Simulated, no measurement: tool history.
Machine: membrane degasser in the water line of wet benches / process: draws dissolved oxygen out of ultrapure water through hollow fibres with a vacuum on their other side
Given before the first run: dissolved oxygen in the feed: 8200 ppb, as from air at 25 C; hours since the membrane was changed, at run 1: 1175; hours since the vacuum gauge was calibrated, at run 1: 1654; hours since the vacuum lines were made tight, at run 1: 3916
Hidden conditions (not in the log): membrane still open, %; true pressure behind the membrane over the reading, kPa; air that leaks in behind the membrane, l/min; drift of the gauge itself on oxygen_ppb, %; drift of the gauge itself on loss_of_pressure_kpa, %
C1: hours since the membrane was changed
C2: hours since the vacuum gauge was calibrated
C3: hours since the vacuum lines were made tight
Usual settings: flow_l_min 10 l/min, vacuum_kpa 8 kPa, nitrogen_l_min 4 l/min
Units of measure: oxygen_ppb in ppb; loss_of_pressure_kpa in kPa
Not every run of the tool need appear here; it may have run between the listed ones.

run 1 hour=0 | flow_l_min=10 vacuum_kpa=8 nitrogen_l_min=4 | C1=1175 C2=1654 C3=3916 | oxygen_ppb=296.1 loss_of_pressure_kpa=28.16
-- hour=78.8 seals of the vacuum lines changed
run 2 hour=80.9 | flow_l_min=10 vacuum_kpa=8 nitrogen_l_min=4 | C1=1254 C2=1733 C3=2 | oxygen_ppb=297.5 loss_of_pressure_kpa=28.16
run 3 hour=167.6 | flow_l_min=10 vacuum_kpa=8 nitrogen_l_min=4 | C1=1341 C2=1819 C3=89 | oxygen_ppb=294.3 loss_of_pressure_kpa=28.24
run 4 hour=318.8 | flow_l_min=10 vacuum_kpa=8 nitrogen_l_min=4 | C1=1492 C2=1971 C3=240 | oxygen_ppb=296.7 loss_of_pressure_kpa=28.21
run 5 hour=446.6 | flow_l_min=10 vacuum_kpa=8 nitrogen_l_min=4 | C1=1620 C2=2098 C3=368 | oxygen_ppb=300.8 loss_of_pressure_kpa=28.11
run 6 hour=583 | flow_l_min=10 vacuum_kpa=8 nitrogen_l_min=4 | C1=1756 C2=2235 C3=504 | oxygen_ppb=301.1 loss_of_pressure_kpa=28.4
run 7 hour=750.8 | flow_l_min=10 vacuum_kpa=8 nitrogen_l_min=4 | C1=1924 C2=2403 C3=672 | oxygen_ppb=301.8 loss_of_pressure_kpa=28.31
run 8 hour=854.2 | flow_l_min=10 vacuum_kpa=8 nitrogen_l_min=5.63 | C1=2028 C2=2506 C3=775 | oxygen_ppb=299.1 loss_of_pressure_kpa=28.19
run 9 hour=989.9 | flow_l_min=7 vacuum_kpa=8 nitrogen_l_min=4 | C1=2163 C2=2642 C3=911 | oxygen_ppb=207.5 loss_of_pressure_kpa=19.83
run 10 hour=1098.7 | flow_l_min=7 vacuum_kpa=8 nitrogen_l_min=4 | C1=2272 C2=2751 C3=1020 | oxygen_ppb=202.2 loss_of_pressure_kpa=20.1
run 11 hour=1216.5 | flow_l_min=7 vacuum_kpa=8 nitrogen_l_min=4 | C1=2390 C2=2868 C3=1138 | oxygen_ppb=207.4 loss_of_pressure_kpa=19.99
run 12 hour=1294.9 | flow_l_min=7 vacuum_kpa=8 nitrogen_l_min=4 | C1=2468 C2=2947 C3=1216 | oxygen_ppb=205.6 loss_of_pressure_kpa=20.3
run 13 hour=1426.6 | flow_l_min=10 vacuum_kpa=8 nitrogen_l_min=4 | C1=2600 C2=3078 C3=1348 | oxygen_ppb=315.6 loss_of_pressure_kpa=28.57
run 14 hour=1606 | flow_l_min=10 vacuum_kpa=8 nitrogen_l_min=5.02 | C1=2779 C2=3258 C3=1527 | oxygen_ppb=304.2 loss_of_pressure_kpa=28.38
run 15 hour=1755.7 | flow_l_min=10 vacuum_kpa=8 nitrogen_l_min=4 | C1=2929 C2=3408 C3=1677 | oxygen_ppb=311.8 loss_of_pressure_kpa=29.01
run 16 hour=1873.4 | flow_l_min=7 vacuum_kpa=8 nitrogen_l_min=4 | C1=3047 C2=3525 C3=1795 | oxygen_ppb=216.5 loss_of_pressure_kpa=20.24
run 17 hour=2004 | flow_l_min=10 vacuum_kpa=19.16 nitrogen_l_min=4 | C1=3177 C2=3656 C3=1925 | oxygen_ppb=385.9 loss_of_pressure_kpa=28.73
run 18 hour=2158.4 | flow_l_min=10 vacuum_kpa=19.16 nitrogen_l_min=4 | C1=3332 C2=3810 C3=2080 | oxygen_ppb=385.6 loss_of_pressure_kpa=28.93
run 19 hour=2311.5 | flow_l_min=11 vacuum_kpa=10.11 nitrogen_l_min=7.54 | C1=3485 C2=3963 C3=2233 | oxygen_ppb=353.3 loss_of_pressure_kpa=32.04
run 20 hour=2479.6 | flow_l_min=10 vacuum_kpa=7.79 nitrogen_l_min=4 | C1=3653 C2=4131 C3=2401 | oxygen_ppb=325.4 loss_of_pressure_kpa=29
run 21 hour=2612 | flow_l_min=7 vacuum_kpa=19.6 nitrogen_l_min=4 | C1=3785 C2=4264 C3=2533 | oxygen_ppb=273.1 loss_of_pressure_kpa=20.29
run 22 hour=2696.6 | flow_l_min=10 vacuum_kpa=6.45 nitrogen_l_min=4 | C1=3870 C2=4348 C3=2618 | oxygen_ppb=317.7 loss_of_pressure_kpa=29.06
run 23 hour=2858.7 | flow_l_min=8 vacuum_kpa=6.45 nitrogen_l_min=4 | C1=4032 C2=4511 C3=2780 | oxygen_ppb=254.8 loss_of_pressure_kpa=23.34
run 24 hour=3027.8 | flow_l_min=8 vacuum_kpa=6.45 nitrogen_l_min=4 | C1=4201 C2=4680 C3=2949 | oxygen_ppb=253.9 loss_of_pressure_kpa=23.52
run 25 hour=3130.3 | flow_l_min=8 vacuum_kpa=6.45 nitrogen_l_min=4 | C1=4304 C2=4782 C3=3051 | oxygen_ppb=264.8 loss_of_pressure_kpa=23.36
run 26 hour=3306.8 | flow_l_min=8 vacuum_kpa=6.45 nitrogen_l_min=4 | C1=4480 C2=4959 C3=3228 | oxygen_ppb=255.8 loss_of_pressure_kpa=23.48
run 27 hour=3464.8 | flow_l_min=7 vacuum_kpa=19.84 nitrogen_l_min=5.66 | C1=4638 C2=5117 C3=3386 | oxygen_ppb=257.4 loss_of_pressure_kpa=20.61
-- hour=3512 vacuum gauge calibrated
run 28 hour=3549.8 | flow_l_min=8 vacuum_kpa=6.33 nitrogen_l_min=10.63 | C1=4723 C2=38 C3=3470 | oxygen_ppb=252.2 loss_of_pressure_kpa=23.72
run 29 hour=3677.5 | flow_l_min=12 vacuum_kpa=15.04 nitrogen_l_min=1.87 | C1=4850 C2=165 C3=3598 | oxygen_ppb=549 loss_of_pressure_kpa=35.5
run 30 hour=3808.4 | flow_l_min=9 vacuum_kpa=11.49 nitrogen_l_min=4 | C1=4981 C2=296 C3=3729 | oxygen_ppb=333.5 loss_of_pressure_kpa=26.72
run 31 hour=3971 | flow_l_min=9 vacuum_kpa=11.49 nitrogen_l_min=9.37 | C1=5144 C2=459 C3=3892 | oxygen_ppb=303.3 loss_of_pressure_kpa=26.51
-- hour=4068.6 seals of the vacuum lines changed
run 32 hour=4094.6 | flow_l_min=10 vacuum_kpa=6.55 nitrogen_l_min=11.09 | C1=5265 C2=581 C3=26 | oxygen_ppb=330.7 loss_of_pressure_kpa=29.76
run 33 hour=4251.6 | flow_l_min=10 vacuum_kpa=6.55 nitrogen_l_min=11.09 | C1=5422 C2=738 C3=183 | oxygen_ppb=324 loss_of_pressure_kpa=29.76

Some steps in oxygen_ppb, run to run, broken into two amounts with sign: the step expected even without the hidden condition (settings, incoming material, random variation), and the rest, left for the hidden condition together with whatever gauge scatter is not in both the measured and the hidden-condition-free result:
Run 16 -> 17: flow_l_min 7 -> 10, vacuum_kpa 8 -> 19.16. oxygen_ppb +169.4 ppb: hidden state +12.5, all else +156.9.
Run 28 -> 29: flow_l_min 8 -> 12, vacuum_kpa 6.33 -> 15.04, nitrogen_l_min 10.63 -> 1.87. oxygen_ppb +296.8 ppb: hidden state +22.9, all else +273.9.
Run 29 -> 30: flow_l_min 12 -> 9, vacuum_kpa 15.04 -> 11.49, nitrogen_l_min 1.87 -> 4. oxygen_ppb -215.5 ppb: hidden state -12.2, all else -203.3.
